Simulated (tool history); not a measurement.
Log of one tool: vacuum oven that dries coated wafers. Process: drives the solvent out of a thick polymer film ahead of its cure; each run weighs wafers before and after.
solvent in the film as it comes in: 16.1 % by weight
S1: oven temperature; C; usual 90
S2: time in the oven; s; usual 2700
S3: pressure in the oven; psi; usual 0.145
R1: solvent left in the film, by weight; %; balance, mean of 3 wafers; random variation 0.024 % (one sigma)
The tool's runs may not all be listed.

run,hour,S1,S2,S3,R1
1,0.0,90,2700,0.145,1.01
2,20.7,90,2700,0.145,1.00
3,35.9,90,2700,0.145,0.99
4,47.9,90,2700,0.145,0.94
5,68.5,90,2700,0.145,1.04
6,89.0,90,2700,0.145,1.04
7,107.8,99,2700,0.145,0.45
8,132.4,99,2700,0.145,0.47
9,154.0,99,2700,0.145,0.47
10,167.2,90,2700,0.145,1.06
11,188.1,90,2700,0.145,0.99
12,206.2,94,2700,0.145,0.67
13,222.9,94,2700,0.145,0.69
14,242.7,94,2700,0.145,0.73
15,260.6,90,2700,0.479,2.08
16,285.1,90,2700,0.479,2.10
17,297.7,90,3540,0.145,0.68
18,313.4,90,2700,0.145,1.01
19,328.4,90,2700,0.145,1.04
20,349.1,90,2700,0.145,1.00
21,373.1,90,2700,0.145,1.05
22,398.5,77,3780,0.145,2.07
23,414.4,99,2700,0.088,0.36
24,439.6,85,3360,0.152,1.19
25,458.7,79,3360,0.390,3.22
26,479.3,77,1380,0.390,7.04
27,494.9,77,1380,0.390,7.09
28,515.9,90,3780,0.458,1.66
29,538.6,90,2820,0.503,2.10
30,560.7,90,2700,0.573,2.47
31,573.0,90,2700,0.573,2.43
32,590.6,90,2700,0.573,2.45
33,606.0,90,4320,0.145,0.63
34,620.4,90,4320,0.145,0.61
35,636.6,88,3660,0.419,1.84
36,655.5,78,3660,0.276,2.67
37,678.7,82,3660,0.276,1.98
38,691.0,80,3420,0.251,2.42
39,708.8,80,3420,0.119,1.80
40,732.0,80,2340,0.078,2.88
41,754.2,80,2340,0.078,2.94
42,779.0,80,2280,0.078,3.05

Some steps in R1 between neighbouring runs. How much of each would the tool show without its hidden state too (settings, what came in, random variation), and how much is left for the hidden state, with any gauge scatter that isn't in both results?
The hidden state here: true wafer temperature over the reading, C; true pressure over the reading, kPa; drift of the gauge itself on solvent_pct, %.
Run 22 -> 23: S1 77 -> 99, S2 3780 -> 2700, S3 0.145 -> 0.088. R1 -1.71 %: hidden state -0.18, all else -1.53.
Run 24 -> 25: S1 85 -> 79, S3 0.152 -> 0.390. R1 +2.03 %: hidden state +0.13, all else +1.90.
Run 25 -> 26: S1 79 -> 77, S2 3360 -> 1380. R1 +3.82 %: hidden state +0.07, all else +3.75.
Run 27 -> 28: S1 77 -> 90, S2 1380 -> 3780, S3 0.390 -> 0.458. R1 -5.43 %: hidden state -0.23, all else -5.20.
Run 32 -> 33: S2 2700 -> 4320, S3 0.573 -> 0.145. R1 -1.82 %: hidden state -0.14, all else -1.68.
